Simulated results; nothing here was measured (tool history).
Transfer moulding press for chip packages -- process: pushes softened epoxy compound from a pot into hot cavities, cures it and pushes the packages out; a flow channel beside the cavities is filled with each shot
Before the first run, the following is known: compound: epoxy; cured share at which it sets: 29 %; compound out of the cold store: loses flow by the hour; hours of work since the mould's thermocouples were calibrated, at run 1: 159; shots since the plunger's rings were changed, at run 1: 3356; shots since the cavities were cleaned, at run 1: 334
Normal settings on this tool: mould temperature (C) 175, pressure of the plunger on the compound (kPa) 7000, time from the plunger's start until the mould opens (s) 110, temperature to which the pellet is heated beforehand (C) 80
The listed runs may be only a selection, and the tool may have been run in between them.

run,hour,mould temperature (C),pressure of the plunger on the compound (kPa),time from the plunger's start until the mould opens (s),temperature to which the pellet is heated beforehand (C),hours of work since the mould's thermocouples were calibrated,shots since the plunger's rings were changed,shots since the cavities were cleaned,incoming compound's hours out of the cold store,length that the compound runs in the flow channel (mm),greatest force on the pins that push the packages out (N)
1,0,175,7000,110,80,159,3356,334,10.6,706,483
2,4.8,175,8200,110,80,161,3388,366,44.7,713,498
3,11.3,175,8200,110,80,164,3431,409,32,723,507
4,22.2,175,8200,117,80,169,3503,481,19.8,738,466
5,33.3,175,7000,110,80,174,3577,555,39.6,651,540
# hour 37.4: cavities cleaned with cleaning compound and waxed
6,40.1,175,7000,110,80,176,3612,18,42.6,666,329
7,49.5,167,7000,110,80,180,3674,80,47.5,675,615
8,54.1,175,6870,110,80,182,3705,111,25.2,664,396
9,59,175,7000,110,80,184,3738,144,10.7,697,411
10,66.7,175,7450,110,80,187,3788,194,9.6,727,429
11,74.3,175,7000,106,80,191,3839,245,23.6,685,454
12,81.4,175,7000,110,80,194,3886,292,19.3,683,451
13,87.3,175,7000,110,80,196,3925,331,10.6,695,478
14,93.5,171,7000,143,76,199,3966,372,44.1,653,429
15,99.5,171,7940,99,72,201,4006,412,25.3,736,824
16,105.4,175,7000,104,88,204,4045,451,31.4,668,535
17,114.9,181,5370,118,86,208,4109,515,41.1,555,426
18,120.7,181,7450,135,87,211,4147,553,16,691,411
# hour 125.1: cavities cleaned with cleaning compound and waxed
19,128,175,7000,135,78,213,4186,20,38.4,651,262
20,138.1,175,7000,135,78,217,4252,86,46.8,633,296
21,147.2,173,5530,135,78,221,4313,147,37.2,596,350
22,154.3,173,5530,135,78,224,4360,194,25.1,599,375
23,164.9,175,7530,132,72,229,4430,264,31.3,684,381
24,173.8,167,7000,127,80,233,4489,323,18.6,719,626

Hidden state at the last listed run before each entry between runs and at the first one after, where it differs:
From run 5 to run 6: cavities cleaned with cleaning compound and waxed (hour 37.4)
  true mould temperature over the reading, C: 0.37 -> 0.38; pressure that reaches the compound, % of what is set: 91.14 -> 91.06; grip of the stained cavities, % over clean ones': 68.7 -> 5.3
  measured less the result without the state, length that the compound runs in the flow channel (mm): -32 -> -33; greatest force on the pins that push the packages out (N): +210 -> +11
From run 18 to run 19: cavities cleaned with cleaning compound and waxed (hour 125.1)
  pressure that reaches the compound, % of what is set: 89.79 -> 89.7; grip of the stained cavities, % over clean ones': 68.3 -> 6.2
  measured less the result without the state, length that the compound runs in the flow channel (mm): -40 -> -37; greatest force on the pins that push the packages out (N): +167 -> +14
